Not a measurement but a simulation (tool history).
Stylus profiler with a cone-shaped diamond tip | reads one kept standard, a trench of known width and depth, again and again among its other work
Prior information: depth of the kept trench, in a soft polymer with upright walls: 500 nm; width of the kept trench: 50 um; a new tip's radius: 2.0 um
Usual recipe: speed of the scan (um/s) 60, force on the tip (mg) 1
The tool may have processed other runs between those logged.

| run | day | speed of the scan (um/s) | force on the tip (mg) | depth of the trench (nm) | width of the trench's floor (um) |
|---|---|---|---|---|---|
| 1 | 0 | 60 | 1 | 502.65 | 46.92 |
| 2 | 0.5 | 71 | 1 | 502.74 | 46.81 |
| 3 | 1.492 | 71 | 1 | 502.73 | 46.86 |
| 4 | 2.575 | 71 | 1 | 502.82 | 46.85 |
| 5 | 3.475 | 60 | 1 | 502.77 | 46.85 |
| 6 | 4.196 | 60 | 1 | 502.74 | 46.83 |
| 7 | 5.204 | 60 | 1 | 502.42 | 46.91 |
| 8 | 6.183 | 60 | 1 | 502.48 | 46.85 |
| 9 | 7.225 | 60 | 1 | 502.54 | 46.86 |
| 10 | 8.35 | 60 | 1 | 503.58 | 46.85 |
| 11 | 9.104 | 44 | 1 | 503.66 | 47.01 |
| 12 | 10.104 | 44 | 1 | 503.35 | 46.92 |
| 13 | 11.138 | 44 | 1 | 503.6 | 46.98 |
| 14 | 11.662 | 36 | 1.7 | 505.01 | 47.05 |
| 15 | 12.658 | 19 | 0.76 | 503.17 | 47.13 |
| 16 | 13.571 | 191 | 0.36 | 501.52 | 45.48 |
| 17 | 14.35 | 36 | 1 | 503.54 | 46.91 |
| 18 | 15.071 | 27 | 0.53 | 502.01 | 46.96 |
| 19 | 15.696 | 27 | 0.53 | 502.17 | 46.93 |
| 20 | 16.521 | 60 | 0.65 | 502.44 | 46.76 |
| 21 | 17.229 | 128 | 0.62 | 502.31 | 46.26 |
| 22 | 18.233 | 35 | 0.53 | 502.06 | 46.91 |
| 23 | 19.117 | 35 | 0.53 | 502.02 | 46.87 |
| 24 | 19.633 | 35 | 0.53 | 502 | 46.87 |
| 25 | 20.217 | 39 | 1.86 | 505.2 | 46.96 |

Put back what was entered between runs (2 entries, withheld): which listed runs does each sit between, and how does the hidden state differ from the listed run before to the listed run after?
From run 7 to run 8: height scale calibrated on a step standard (day 5.312)
  radius of the tip, um: 2.23 -> 2.24; height scale over the true one, %: -0.207 -> -0.264
  the result without the hidden state subtracted from the measured one, depth of the trench (nm): -1.05 -> -1.33; width of the trench's floor (um): -0.17 -> -0.17
From run 9 to run 10: height scale calibrated on a step standard, once more (day 7.325)
  radius of the tip, um: 2.24 -> 2.25; height scale over the true one, %: -0.269 -> -0.021
  the result without the hidden state subtracted from the measured one, depth of the trench (nm): -1.36 -> -0.11; width of the trench's floor (um): -0.18 -> -0.18
